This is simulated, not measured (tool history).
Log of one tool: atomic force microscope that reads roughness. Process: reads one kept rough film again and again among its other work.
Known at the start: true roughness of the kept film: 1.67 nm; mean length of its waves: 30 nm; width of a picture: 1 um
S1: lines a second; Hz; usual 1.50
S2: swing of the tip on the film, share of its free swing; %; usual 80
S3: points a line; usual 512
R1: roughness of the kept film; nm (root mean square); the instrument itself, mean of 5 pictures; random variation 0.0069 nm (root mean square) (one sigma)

{"run": 1, "hour": 0.0, "S1": 1.5, "S2": 80, "S3": 512, "R1": 1.3}
{"run": 2, "hour": 12.4, "S1": 1.5, "S2": 80, "S3": 512, "R1": 1.291}
{"run": 3, "hour": 22.0, "S1": 1.5, "S2": 80, "S3": 512, "R1": 1.293}
{"run": 4, "hour": 29.2, "S1": 1.5, "S2": 80, "S3": 512, "R1": 1.271}
{"run": 5, "hour": 35.0, "S1": 1.5, "S2": 80, "S3": 286, "R1": 1.253}
{"hour": 39.1, "done": "new tip fitted"}
{"run": 6, "hour": 44.1, "S1": 1.5, "S2": 80, "S3": 512, "R1": 1.4}
{"run": 7, "hour": 55.9, "S1": 1.5, "S2": 80, "S3": 512, "R1": 1.367}
{"run": 8, "hour": 67.6, "S1": 1.5, "S2": 80, "S3": 512, "R1": 1.366}
{"run": 9, "hour": 77.1, "S1": 1.5, "S2": 80, "S3": 512, "R1": 1.353}
{"run": 10, "hour": 87.5, "S1": 1.5, "S2": 80, "S3": 512, "R1": 1.342}
{"run": 11, "hour": 93.0, "S1": 1.5, "S2": 64, "S3": 512, "R1": 1.421}
{"run": 12, "hour": 102.3, "S1": 2.61, "S2": 56, "S3": 274, "R1": 1.39}
{"run": 13, "hour": 108.1, "S1": 1.5, "S2": 70, "S3": 285, "R1": 1.363}
{"run": 14, "hour": 116.5, "S1": 3.08, "S2": 70, "S3": 285, "R1": 1.285}
{"hour": 118.2, "done": "height scale calibrated on a step standard"}
{"run": 15, "hour": 126.8, "S1": 3.08, "S2": 70, "S3": 285, "R1": 1.268}
{"run": 16, "hour": 135.6, "S1": 3.19, "S2": 70, "S3": 298, "R1": 1.246}
{"run": 17, "hour": 148.1, "S1": 1.86, "S2": 65, "S3": 355, "R1": 1.34}
{"run": 18, "hour": 157.6, "S1": 1.08, "S2": 59, "S3": 686, "R1": 1.371}
{"run": 19, "hour": 168.1, "S1": 2.99, "S2": 60, "S3": 324, "R1": 1.305}
{"hour": 169.5, "done": "new tip fitted"}
{"hour": 175.3, "done": "height scale calibrated on a step standard, once more"}
{"run": 20, "hour": 175.4, "S1": 2.99, "S2": 60, "S3": 324, "R1": 1.435}
{"run": 21, "hour": 187.0, "S1": 2.99, "S2": 60, "S3": 324, "R1": 1.423}
{"run": 22, "hour": 194.9, "S1": 2.99, "S2": 60, "S3": 324, "R1": 1.42}

Forecast each of these 3 alternatives for the next run:
{"run": "A", "hour": 207.3, "S1": 1.44, "S2": 64, "S3": 952, "R1": "?"}
{"run": "B", "hour": 207.3, "S1": 3.85, "S2": 61, "S3": 605, "R1": "?"}
{"run": "C", "hour": 207.3, "S1": 1.44, "S2": 79, "S3": 705, "R1": "?"}

run=A R1=1.460
run=B R1=1.376
run=C R1=1.373
Without the tool's hidden state the same runs would have given:
run=A R1=1.508
run=B R1=1.422
run=C R1=1.418
